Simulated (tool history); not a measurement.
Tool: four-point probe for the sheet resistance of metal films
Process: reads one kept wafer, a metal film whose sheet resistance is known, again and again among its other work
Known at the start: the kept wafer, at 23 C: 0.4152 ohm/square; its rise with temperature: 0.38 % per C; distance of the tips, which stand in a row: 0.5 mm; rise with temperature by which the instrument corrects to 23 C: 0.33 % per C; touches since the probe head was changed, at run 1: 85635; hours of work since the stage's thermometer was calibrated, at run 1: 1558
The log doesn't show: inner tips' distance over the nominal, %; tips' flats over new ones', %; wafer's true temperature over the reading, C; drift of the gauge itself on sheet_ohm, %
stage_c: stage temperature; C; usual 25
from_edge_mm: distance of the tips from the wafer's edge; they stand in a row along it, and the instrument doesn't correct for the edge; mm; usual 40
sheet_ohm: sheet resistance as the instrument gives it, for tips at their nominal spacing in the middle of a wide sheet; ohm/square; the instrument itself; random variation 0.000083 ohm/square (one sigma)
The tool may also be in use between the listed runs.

run     day  stage_c  from_edge_mm  touches since the probe head was changed  hours of work since the stage's thermometer was calibrated  sheet_ohm
  1       0       25            40                                     85635                                                        1558   0.411542
  2   2.767       25            40                                     89651                                                        1610   0.411456
  3    7.35       25            40                                     96311                                                        1697   0.411198
  4  12.258       25            40                                    103443                                                        1789   0.410997
  5  16.238       25            40                                    109222                                                        1864   0.410768
  6  19.854       33            40                                    114474                                                        1932   0.412295
  7  23.175       33            40                                    119301                                                        1995   0.411946
     23.754  -- new probe head fitted
  8  26.667       33            40                                      4233                                                        2060   0.418845
  9  29.825       33            40                                      8818                                                        2120   0.418811
 10  32.554       21            40                                     12784                                                        2171   0.416059
     33.021  -- stage's thermometer calibrated
 11  36.633       21            69                                     18678                                                          68   0.414491
 12  42.158       21            69                                     26705                                                         172   0.414277
 13  44.738       26            69                                     30452                                                         221   0.415207
 14  47.167       34             7                                     33978                                                         267    0.41786
 15  50.467       21            61                                     38770                                                         329   0.413832
 16  54.167       21            61                                     44146                                                         399   0.413563
 17  57.971       20            44                                     49673                                                         471   0.413341
 18  63.579       20            44                                     57822                                                         576   0.412903
 19  68.679       20             7                                     65228                                                         673   0.413964
 20  72.646       20             7                                     70992                                                         748   0.413913
 21  77.246       20             7                                     77673                                                         834   0.413542
 22  81.904       29            40                                     84441                                                         922    0.41406
 23  87.004       29            52                                     91844                                                        1018   0.413941
 24  89.692       26             9                                     95749                                                        1069    0.41398

Forecast each of these 4 alternatives for the next run:
  A  94.762       23            27                                    103117                                                        1165          ?
  B  94.762       24            17                                    103117                                                        1165          ?
  C  94.762       27            14                                    103117                                                        1165          ?
  D  94.762       19            69                                    103117                                                        1165          ?

run  sheet_ohm
  A   0.412334
  B   0.412665
  C   0.413592
  D   0.411421
Without the tool's hidden state the same runs would have given:
run  sheet_ohm
  A   0.415209
  B   0.415545
  C   0.416485
  D   0.414279
